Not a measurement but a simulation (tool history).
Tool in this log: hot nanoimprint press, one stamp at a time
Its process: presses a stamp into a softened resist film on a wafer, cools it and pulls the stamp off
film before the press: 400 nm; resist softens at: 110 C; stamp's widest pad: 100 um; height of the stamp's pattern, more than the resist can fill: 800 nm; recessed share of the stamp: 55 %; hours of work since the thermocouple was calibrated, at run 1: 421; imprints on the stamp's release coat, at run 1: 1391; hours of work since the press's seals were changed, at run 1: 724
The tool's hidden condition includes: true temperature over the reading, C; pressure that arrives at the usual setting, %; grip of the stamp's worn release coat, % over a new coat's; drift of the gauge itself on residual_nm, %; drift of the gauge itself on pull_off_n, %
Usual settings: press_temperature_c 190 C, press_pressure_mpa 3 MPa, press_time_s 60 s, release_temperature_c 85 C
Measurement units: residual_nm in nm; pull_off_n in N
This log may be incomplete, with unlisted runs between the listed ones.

run,hour,press_temperature_c,press_pressure_mpa,press_time_s,release_temperature_c,hours of work since the thermocouple was calibrated,imprints on the stamp's release coat,hours of work since the press's seals were changed,residual_nm,pull_off_n
1,0,190,3,60,85,421,1391,724,201.8,195
2,27.9,190,3,60,85,435,1454,738,202.8,198
3,66.3,190,3,60,76,454,1540,758,201.2,255
4,105.9,190,3,60,85,474,1628,778,202.5,198
5,130,190,3,60,78,486,1682,790,203.1,236
6,168.2,190,3,60,78,506,1768,809,202.2,237
7,210.3,190,3,60,78,527,1862,831,203.9,241
# hour 248.8: plate thermocouple calibrated
8,254.5,190,3,60,78,3,1954,852,205.1,237
9,292.9,190,3,60,85,22,2041,871,205,197
10,330.9,190,3,60,85,42,2126,890,205.6,199
11,350.7,190,3,60,85,52,2170,900,206,196
# hour 372.4: gauge calibrated
12,391.9,190,3,60,85,72,2262,921,202.6,198
13,426.3,190,3,60,85,90,2339,939,203.3,198
14,460.5,190,3,60,85,107,2416,956,202,198
# hour 493.9: stamp cleaned and given a new release coat
15,493.9,190,3,60,85,121,0,970,204,197
16,532.6,190,3,60,85,141,87,989,203.2,198
17,563.8,191,2.96,60,85,157,157,1005,197.6,196
18,600.8,194,4.1,98,84,175,240,1024,125.3,201
19,635.9,179,3,64,85,193,318,1042,286.3,199
20,678.2,179,3,64,85,214,413,1063,289.1,197
21,711.7,179,3,48,85,231,488,1080,307.2,197
22,756.2,179,3,48,85,254,588,1103,306.6,196
23,776.6,202,4.79,77,85,264,633,1113,95.6,194
24,805.7,202,4.79,77,85,279,698,1128,96,197
25,836.2,190,2.03,83,78,294,767,1143,230.3,247
26,860,182,2.36,35,71,307,820,1155,330.6,280
27,890.7,188,2.2,38,71,322,889,1171,290.2,280
28,932.4,190,3,80,80,343,982,1192,191.9,226
29,965.8,185,3,54,89,360,1057,1209,254.7,170

Hidden state or all else? Some run-to-run changes of residual_nm, split into what the settings, what came in and random variation would give without the hidden state, and what is left for the hidden state (with any gauge scatter that isn't in both results):
Run 11 -> 12: gauge calibrated. residual_nm -3.4 nm: hidden state -4.4, all else +1.
Run 18 -> 19: press_temperature_c 194 -> 179, press_pressure_mpa 4.1 -> 3, press_time_s 98 -> 64, release_temperature_c 84 -> 85. residual_nm +161 nm: hidden state +3, all else +158.
Run 22 -> 23: press_temperature_c 179 -> 202, press_pressure_mpa 3 -> 4.79, press_time_s 48 -> 77. residual_nm -211 nm: hidden state -4.9, all else -206.1.
